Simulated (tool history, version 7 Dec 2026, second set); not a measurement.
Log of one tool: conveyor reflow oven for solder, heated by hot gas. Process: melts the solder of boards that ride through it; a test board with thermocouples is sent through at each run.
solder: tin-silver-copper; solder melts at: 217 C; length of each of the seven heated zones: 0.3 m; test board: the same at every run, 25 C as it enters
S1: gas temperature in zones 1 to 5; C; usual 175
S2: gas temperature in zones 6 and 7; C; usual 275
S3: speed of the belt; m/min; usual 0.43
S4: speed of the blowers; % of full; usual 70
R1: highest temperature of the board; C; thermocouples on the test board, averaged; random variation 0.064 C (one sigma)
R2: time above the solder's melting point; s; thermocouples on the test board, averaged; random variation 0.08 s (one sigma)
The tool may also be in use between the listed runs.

Run 1, hour 0: usual settings. Result: R1 262.78 C, R2 71 s.
At hour 22.8: flux residue cleaned out of gas plates and filters.
Run 2, hour 29: usual settings. Result: R1 262.28 C, R2 70.84 s.
Run 3, hour 51.4: usual settings. Result: R1 262.4 C, R2 70.77 s.
Run 4, hour 71.5: usual settings. Result: R1 262.38 C, R2 70.89 s.
Run 5, hour 83.4: usual settings. Result: R1 262.14 C, R2 70.83 s.
Run 6, hour 95.2: usual settings. Result: R1 262.2 C, R2 70.81 s.
Run 7, hour 107.8: usual settings but S1 183 C. Result: R1 263.61 C, R2 74.59 s.
Run 8, hour 118.2: usual settings but S1 183 C. Result: R1 263.47 C, R2 74.72 s.
At hour 141.2: flux residue cleaned out of gas plates and filters, once more.
Run 9, hour 145.2: usual settings. Result: R1 263.97 C, R2 72.19 s.
Run 10, hour 159.3: usual settings. Result: R1 263.89 C, R2 72.08 s.
Run 11, hour 177.2: usual settings. Result: R1 263.94 C, R2 72.05 s.
Run 12, hour 192.7: usual settings. Result: R1 263.9 C, R2 71.92 s.
Run 13, hour 204.6: usual settings. Result: R1 263.9 C, R2 71.98 s.
Run 14, hour 222.1: usual settings. Result: R1 263.8 C, R2 72.08 s.
Run 15, hour 234.7: usual settings. Result: R1 263.84 C, R2 72.08 s.
Run 16, hour 257.6: usual settings but S1 181 C, S2 288 C, S3 0.386 m/min, S4 77 % of full. Result: R1 280.89 C, R2 91.18 s.
Run 17, hour 269.3: usual settings but S1 189 C, S2 288 C, S3 0.386 m/min, S4 77 % of full. Result: R1 281.64 C, R2 94.11 s.
Run 18, hour 280.3: usual settings but S1 189 C, S2 288 C, S3 0.386 m/min, S4 77 % of full. Result: R1 281.68 C, R2 94.38 s.

Forecast run 19:
Run 19, hour 299.3: usual settings but S1 189 C, S2 288 C, S3 0.386 m/min, S4 77 % of full. Result: R1 ?, R2 ?.

{"run 19": {"R1": 281.57, "R2": 94.31}}
Without the tool's hidden state the same run would have given R1 279.84 C, R2 92.93 s.
